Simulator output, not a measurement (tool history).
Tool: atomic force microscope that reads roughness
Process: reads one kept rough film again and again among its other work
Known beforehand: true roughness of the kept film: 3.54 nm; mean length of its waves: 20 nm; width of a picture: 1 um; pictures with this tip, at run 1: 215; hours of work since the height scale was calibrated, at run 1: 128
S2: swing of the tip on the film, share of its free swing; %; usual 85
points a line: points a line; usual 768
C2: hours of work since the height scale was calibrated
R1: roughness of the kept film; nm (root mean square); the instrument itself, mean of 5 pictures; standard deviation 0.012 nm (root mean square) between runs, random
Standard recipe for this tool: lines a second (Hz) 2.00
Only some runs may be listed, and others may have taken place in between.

{"run": 1, "day": 0.0, "lines a second (Hz)": 2.0, "S2": 85, "points a line": 768, "pictures with this tip": 215, "C2": 128, "R1": 1.959}
{"run": 2, "day": 0.371, "lines a second (Hz)": 2.0, "S2": 85, "points a line": 768, "pictures with this tip": 222, "C2": 132, "R1": 1.945}
{"run": 3, "day": 0.738, "lines a second (Hz)": 2.0, "S2": 85, "points a line": 319, "pictures with this tip": 228, "C2": 136, "R1": 1.889}
{"run": 4, "day": 0.996, "lines a second (Hz)": 2.0, "S2": 85, "points a line": 404, "pictures with this tip": 233, "C2": 138, "R1": 1.9}
{"run": 5, "day": 1.312, "lines a second (Hz)": 2.0, "S2": 85, "points a line": 404, "pictures with this tip": 239, "C2": 142, "R1": 1.864}
{"run": 6, "day": 1.646, "lines a second (Hz)": 2.0, "S2": 85, "points a line": 404, "pictures with this tip": 245, "C2": 145, "R1": 1.865}
{"run": 7, "day": 2.017, "lines a second (Hz)": 0.61, "S2": 85, "points a line": 465, "pictures with this tip": 252, "C2": 149, "R1": 1.967}
{"day": 2.088, "done": "height scale calibrated on a step standard"}
{"run": 8, "day": 2.417, "lines a second (Hz)": 2.4, "S2": 66, "points a line": 508, "pictures with this tip": 258, "C2": 3, "R1": 1.939}
{"run": 9, "day": 2.608, "lines a second (Hz)": 2.4, "S2": 66, "points a line": 508, "pictures with this tip": 262, "C2": 5, "R1": 1.913}
{"run": 10, "day": 2.829, "lines a second (Hz)": 2.0, "S2": 85, "points a line": 842, "pictures with this tip": 266, "C2": 8, "R1": 1.835}
{"run": 11, "day": 3.212, "lines a second (Hz)": 2.0, "S2": 85, "points a line": 842, "pictures with this tip": 273, "C2": 12, "R1": 1.822}

Per-run results on a tool with no hidden state, each run keeping its own random variation:
Hidden state present: radius of the tip, nm; height scale over the true one, %; drift of the gauge itself on roughness_nm, %.
run=1 R1=2.762
run=2 R1=2.770
run=3 R1=2.711
run=4 R1=2.745
run=5 R1=2.720
run=6 R1=2.741
run=7 R1=2.914
run=8 R1=2.891
run=9 R1=2.869
run=10 R1=2.771
run=11 R1=2.773
